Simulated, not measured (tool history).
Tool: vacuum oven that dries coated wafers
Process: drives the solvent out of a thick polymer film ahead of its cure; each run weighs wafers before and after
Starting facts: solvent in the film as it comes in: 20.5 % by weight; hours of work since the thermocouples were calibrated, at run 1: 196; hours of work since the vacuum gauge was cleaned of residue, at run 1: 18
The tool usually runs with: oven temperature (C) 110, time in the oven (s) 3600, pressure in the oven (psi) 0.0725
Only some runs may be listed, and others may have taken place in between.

run,hour,oven temperature (C),time in the oven (s),pressure in the oven (psi),hours of work since the thermocouples were calibrated,hours of work since the vacuum gauge was cleaned of residue,solvent left in the film (%)
1,0,110,3600,0.0725,196,18,3.31
2,21.5,110,3600,0.0725,206,29,3.14
3,34.7,110,3600,0.0725,212,35,3.25
4,53.7,110,3600,0.1388,222,44,3.54
5,73.6,110,3600,0.0725,231,54,3.27
6,83.6,110,3600,0.0725,236,59,3.19
7,94.4,110,3600,0.0725,241,64,3.3
8,111.8,110,3600,0.0725,250,72,3.27
9,127.4,97,3600,0.0725,257,80,6.7
10,137.7,97,3600,0.0725,262,85,6.68
11,153.8,110,2220,0.2615,270,92,6.62
12,173.9,117,1980,0.0647,279,102,4.91
13,183.8,117,1980,0.0647,284,107,4.89
14,205.3,97,2820,0.1023,295,117,8.27
15,225.4,110,3600,0.0603,304,127,3.16
16,241.5,124,3600,0.0725,312,135,0.89
17,259.8,124,3600,0.0725,321,143,0.95
18,279.6,121,6360,0.0725,330,153,0.28
19,300.6,105,5100,0.0418,340,163,2.69

What if the next run were any one of these 3? Each begins from the tool's condition after run 19:
A,315.3,106,4020,0.1202,347,170,?
B,315.3,113,5100,0.1173,347,170,?
C,315.3,110,3600,0.2154,347,170,?

run,solvent left in the film (%)
A,3.8
B,1.5
C,3.84
With the hidden condition removed and each run's random variation left untouched, the same runs would have given:
run,solvent left in the film (%)
A,3.79
B,1.49
C,3.83

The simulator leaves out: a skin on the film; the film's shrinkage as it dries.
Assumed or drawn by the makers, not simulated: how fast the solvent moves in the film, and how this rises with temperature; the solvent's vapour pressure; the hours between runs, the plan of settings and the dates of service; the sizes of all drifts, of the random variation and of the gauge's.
